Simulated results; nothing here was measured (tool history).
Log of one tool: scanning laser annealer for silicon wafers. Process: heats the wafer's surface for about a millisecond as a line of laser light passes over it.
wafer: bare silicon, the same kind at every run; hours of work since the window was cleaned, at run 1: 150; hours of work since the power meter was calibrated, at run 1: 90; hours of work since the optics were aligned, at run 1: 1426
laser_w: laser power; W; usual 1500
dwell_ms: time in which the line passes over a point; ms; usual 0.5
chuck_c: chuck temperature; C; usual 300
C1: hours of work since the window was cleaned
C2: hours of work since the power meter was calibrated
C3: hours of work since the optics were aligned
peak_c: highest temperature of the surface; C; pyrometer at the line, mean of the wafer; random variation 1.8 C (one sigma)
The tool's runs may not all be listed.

run 1 hour=0 | laser_w=1500 dwell_ms=0.5 chuck_c=300 | C1=150 C2=90 C3=1426 | peak_c=1033
run 2 hour=13.3 | laser_w=1500 dwell_ms=0.5 chuck_c=300 | C1=156 C2=96 C3=1432 | peak_c=1032
run 3 hour=27.5 | laser_w=1500 dwell_ms=0.5 chuck_c=300 | C1=162 C2=103 C3=1439 | peak_c=1032
run 4 hour=36.6 | laser_w=1500 dwell_ms=0.5 chuck_c=300 | C1=166 C2=107 C3=1443 | peak_c=1034
run 5 hour=43 | laser_w=1500 dwell_ms=0.5 chuck_c=300 | C1=169 C2=110 C3=1446 | peak_c=1030
run 6 hour=51.4 | laser_w=1500 dwell_ms=0.594 chuck_c=300 | C1=173 C2=113 C3=1450 | peak_c=1089
run 7 hour=61.8 | laser_w=1500 dwell_ms=0.594 chuck_c=300 | C1=178 C2=118 C3=1454 | peak_c=1086
run 8 hour=72.4 | laser_w=1500 dwell_ms=0.594 chuck_c=300 | C1=183 C2=123 C3=1459 | peak_c=1090
run 9 hour=81.8 | laser_w=1500 dwell_ms=0.594 chuck_c=300 | C1=187 C2=127 C3=1463 | peak_c=1086
run 10 hour=94.6 | laser_w=1500 dwell_ms=0.594 chuck_c=300 | C1=193 C2=133 C3=1469 | peak_c=1088
run 11 hour=102.4 | laser_w=1325 dwell_ms=0.386 chuck_c=283 | C1=196 C2=136 C3=1473 | peak_c=864
run 12 hour=116.7 | laser_w=1560 dwell_ms=0.601 chuck_c=326 | C1=203 C2=143 C3=1479 | peak_c=1148
run 13 hour=127.7 | laser_w=1592 dwell_ms=0.588 chuck_c=312 | C1=208 C2=148 C3=1484 | peak_c=1145
run 14 hour=142.4 | laser_w=1381 dwell_ms=0.497 chuck_c=300 | C1=214 C2=155 C3=1491 | peak_c=972
run 15 hour=153.2 | laser_w=1473 dwell_ms=0.556 chuck_c=300 | C1=219 C2=159 C3=1496 | peak_c=1049
run 16 hour=159.3 | laser_w=1473 dwell_ms=0.556 chuck_c=270 | C1=222 C2=162 C3=1498 | peak_c=1021
run 17 hour=168.4 | laser_w=1500 dwell_ms=0.5 chuck_c=281 | C1=226 C2=166 C3=1502 | peak_c=1013
run 18 hour=181.2 | laser_w=1500 dwell_ms=0.5 chuck_c=281 | C1=232 C2=172 C3=1508 | peak_c=1012
run 19 hour=193.9 | laser_w=1457 dwell_ms=0.576 chuck_c=300 | C1=238 C2=178 C3=1514 | peak_c=1056

3 ways to go on from here, each from the tool as it stands after run 19. What would each give?
run A hour=200 | laser_w=1498 dwell_ms=0.576 chuck_c=300 | C1=240 C2=181 C3=1517 | peak_c=?
run B hour=200 | laser_w=1537 dwell_ms=0.415 chuck_c=300 | C1=240 C2=181 C3=1517 | peak_c=?
run C hour=200 | laser_w=1500 dwell_ms=0.566 chuck_c=301 | C1=240 C2=181 C3=1517 | peak_c=?

run=A peak_c=1076
run=B peak_c=990
run=C peak_c=1073
Without the tool's hidden state the same runs would have given:
run=A peak_c=1093
run=B peak_c=1006
run=C peak_c=1090
